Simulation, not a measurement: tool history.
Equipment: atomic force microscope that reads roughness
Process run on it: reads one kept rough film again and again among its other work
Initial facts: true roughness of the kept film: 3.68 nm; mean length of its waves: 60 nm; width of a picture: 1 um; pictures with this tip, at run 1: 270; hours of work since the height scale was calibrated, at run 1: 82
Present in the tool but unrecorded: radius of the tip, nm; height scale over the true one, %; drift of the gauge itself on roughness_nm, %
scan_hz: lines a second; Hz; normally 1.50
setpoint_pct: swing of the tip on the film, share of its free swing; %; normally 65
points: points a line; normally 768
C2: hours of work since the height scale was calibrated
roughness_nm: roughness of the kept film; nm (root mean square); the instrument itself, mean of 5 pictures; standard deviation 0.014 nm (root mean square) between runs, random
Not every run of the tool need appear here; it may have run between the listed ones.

{"run": 1, "day": 0.0, "scan_hz": 1.5, "setpoint_pct": 65, "points": 768, "pictures with this tip": 270, "C2": 82, "roughness_nm": 3.148}
{"run": 2, "day": 0.671, "scan_hz": 1.5, "setpoint_pct": 65, "points": 768, "pictures with this tip": 283, "C2": 89, "roughness_nm": 3.179}
{"run": 3, "day": 1.325, "scan_hz": 1.5, "setpoint_pct": 65, "points": 768, "pictures with this tip": 295, "C2": 96, "roughness_nm": 3.144}
{"day": 1.683, "done": "new tip fitted"}
{"run": 4, "day": 1.854, "scan_hz": 1.5, "setpoint_pct": 65, "points": 546, "pictures with this tip": 3, "C2": 102, "roughness_nm": 3.358}
{"run": 5, "day": 2.308, "scan_hz": 1.5, "setpoint_pct": 65, "points": 546, "pictures with this tip": 11, "C2": 107, "roughness_nm": 3.323}
{"run": 6, "day": 2.788, "scan_hz": 1.5, "setpoint_pct": 65, "points": 546, "pictures with this tip": 20, "C2": 112, "roughness_nm": 3.323}
{"run": 7, "day": 3.446, "scan_hz": 1.5, "setpoint_pct": 65, "points": 768, "pictures with this tip": 32, "C2": 119, "roughness_nm": 3.301}
{"run": 8, "day": 3.817, "scan_hz": 1.5, "setpoint_pct": 65, "points": 768, "pictures with this tip": 39, "C2": 123, "roughness_nm": 3.302}
{"run": 9, "day": 4.246, "scan_hz": 1.5, "setpoint_pct": 65, "points": 414, "pictures with this tip": 47, "C2": 128, "roughness_nm": 3.318}
{"run": 10, "day": 4.75, "scan_hz": 1.5, "setpoint_pct": 65, "points": 414, "pictures with this tip": 56, "C2": 133, "roughness_nm": 3.303}
{"run": 11, "day": 5.308, "scan_hz": 3.32, "setpoint_pct": 65, "points": 768, "pictures with this tip": 67, "C2": 139, "roughness_nm": 3.086}
{"run": 12, "day": 5.992, "scan_hz": 3.32, "setpoint_pct": 65, "points": 768, "pictures with this tip": 79, "C2": 147, "roughness_nm": 3.048}
{"run": 13, "day": 6.504, "scan_hz": 3.32, "setpoint_pct": 65, "points": 768, "pictures with this tip": 89, "C2": 152, "roughness_nm": 3.047}
{"run": 14, "day": 6.871, "scan_hz": 3.32, "setpoint_pct": 65, "points": 768, "pictures with this tip": 96, "C2": 156, "roughness_nm": 3.054}
{"run": 15, "day": 7.392, "scan_hz": 3.32, "setpoint_pct": 65, "points": 768, "pictures with this tip": 105, "C2": 162, "roughness_nm": 3.042}
{"run": 16, "day": 7.75, "scan_hz": 3.32, "setpoint_pct": 65, "points": 768, "pictures with this tip": 112, "C2": 166, "roughness_nm": 3.043}
{"run": 17, "day": 8.192, "scan_hz": 3.32, "setpoint_pct": 65, "points": 768, "pictures with this tip": 120, "C2": 171, "roughness_nm": 3.029}
{"run": 18, "day": 8.812, "scan_hz": 3.47, "setpoint_pct": 65, "points": 768, "pictures with this tip": 131, "C2": 177, "roughness_nm": 2.979}
{"run": 19, "day": 9.221, "scan_hz": 3.47, "setpoint_pct": 65, "points": 768, "pictures with this tip": 139, "C2": 182, "roughness_nm": 2.988}
{"run": 20, "day": 9.796, "scan_hz": 1.5, "setpoint_pct": 80, "points": 768, "pictures with this tip": 149, "C2": 188, "roughness_nm": 3.005}
{"run": 21, "day": 10.396, "scan_hz": 1.5, "setpoint_pct": 80, "points": 768, "pictures with this tip": 160, "C2": 195, "roughness_nm": 2.977}
{"run": 22, "day": 10.921, "scan_hz": 1.5, "setpoint_pct": 65, "points": 768, "pictures with this tip": 170, "C2": 200, "roughness_nm": 3.209}
{"run": 23, "day": 11.508, "scan_hz": 0.96, "setpoint_pct": 63, "points": 768, "pictures with this tip": 181, "C2": 207, "roughness_nm": 3.311}
{"run": 24, "day": 11.821, "scan_hz": 1.5, "setpoint_pct": 80, "points": 929, "pictures with this tip": 187, "C2": 210, "roughness_nm": 2.969}
{"run": 25, "day": 12.104, "scan_hz": 0.59, "setpoint_pct": 73, "points": 929, "pictures with this tip": 192, "C2": 213, "roughness_nm": 3.292}
{"run": 26, "day": 12.746, "scan_hz": 0.59, "setpoint_pct": 73, "points": 929, "pictures with this tip": 204, "C2": 220, "roughness_nm": 3.278}
{"run": 27, "day": 13.304, "scan_hz": 0.59, "setpoint_pct": 73, "points": 929, "pictures with this tip": 214, "C2": 226, "roughness_nm": 3.284}
{"run": 28, "day": 13.579, "scan_hz": 0.59, "setpoint_pct": 73, "points": 929, "pictures with this tip": 219, "C2": 229, "roughness_nm": 3.262}
{"run": 29, "day": 14.162, "scan_hz": 1.11, "setpoint_pct": 83, "points": 261, "pictures with this tip": 230, "C2": 235, "roughness_nm": 2.992}
{"run": 30, "day": 14.6, "scan_hz": 1.5, "setpoint_pct": 67, "points": 438, "pictures with this tip": 238, "C2": 240, "roughness_nm": 3.17}
{"run": 31, "day": 14.979, "scan_hz": 1.46, "setpoint_pct": 65, "points": 264, "pictures with this tip": 245, "C2": 244, "roughness_nm": 3.164}
{"run": 32, "day": 15.45, "scan_hz": 1.46, "setpoint_pct": 88, "points": 472, "pictures with this tip": 254, "C2": 249, "roughness_nm": 2.742}
{"run": 33, "day": 16.112, "scan_hz": 1.46, "setpoint_pct": 88, "points": 642, "pictures with this tip": 266, "C2": 257, "roughness_nm": 2.779}
{"run": 34, "day": 16.629, "scan_hz": 1.2, "setpoint_pct": 65, "points": 646, "pictures with this tip": 275, "C2": 262, "roughness_nm": 3.197}
{"run": 35, "day": 16.904, "scan_hz": 1.17, "setpoint_pct": 56, "points": 268, "pictures with this tip": 280, "C2": 265, "roughness_nm": 3.267}
{"run": 36, "day": 17.579, "scan_hz": 1.17, "setpoint_pct": 78, "points": 268, "pictures with this tip": 293, "C2": 273, "roughness_nm": 3.035}
{"run": 37, "day": 17.933, "scan_hz": 2.35, "setpoint_pct": 62, "points": 268, "pictures with this tip": 299, "C2": 276, "roughness_nm": 3.106}
{"day": 18.046, "done": "new tip fitted"}
{"run": 38, "day": 18.4, "scan_hz": 3.24, "setpoint_pct": 73, "points": 768, "pictures with this tip": 7, "C2": 281, "roughness_nm": 2.87}
{"run": 39, "day": 19.004, "scan_hz": 0.74, "setpoint_pct": 64, "points": 384, "pictures with this tip": 18, "C2": 288, "roughness_nm": 3.474}
{"run": 40, "day": 19.525, "scan_hz": 1.15, "setpoint_pct": 67, "points": 1002, "pictures with this tip": 27, "C2": 293, "roughness_nm": 3.351}
{"run": 41, "day": 19.929, "scan_hz": 1.15, "setpoint_pct": 67, "points": 1002, "pictures with this tip": 35, "C2": 298, "roughness_nm": 3.34}
{"run": 42, "day": 20.588, "scan_hz": 1.15, "setpoint_pct": 67, "points": 1002, "pictures with this tip": 47, "C2": 305, "roughness_nm": 3.346}
{"run": 43, "day": 20.962, "scan_hz": 1.5, "setpoint_pct": 59, "points": 768, "pictures with this tip": 54, "C2": 309, "roughness_nm": 3.354}

Selected run-to-run steps in roughness_nm, each split into two signed amounts: the part the tool would show with no hidden state at all (from settings, incoming material and random variation), and the remainder, which goes to the hidden state together with any gauge scatter not common to the measured and the hidden-state-free results:
Run 3 -> 4: points 768 -> 546, new tip fitted. roughness_nm +0.214 nm (root mean square): hidden state +0.185, all else +0.029.
Run 31 -> 32: setpoint_pct 65 -> 88, points 264 -> 472. roughness_nm -0.422 nm (root mean square): hidden state +0.016, all else -0.438.
Run 33 -> 34: scan_hz 1.46 -> 1.20, setpoint_pct 88 -> 65, points 642 -> 646. roughness_nm +0.418 nm (root mean square): hidden state -0.028, all else +0.446.
Run 37 -> 38: scan_hz 2.35 -> 3.24, setpoint_pct 62 -> 73, points 268 -> 768, new tip fitted. roughness_nm -0.236 nm (root mean square): hidden state +0.172, all else -0.408.
Run 38 -> 39: scan_hz 3.24 -> 0.74, setpoint_pct 73 -> 64, points 768 -> 384. roughness_nm +0.604 nm (root mean square): hidden state -0.009, all else +0.613.
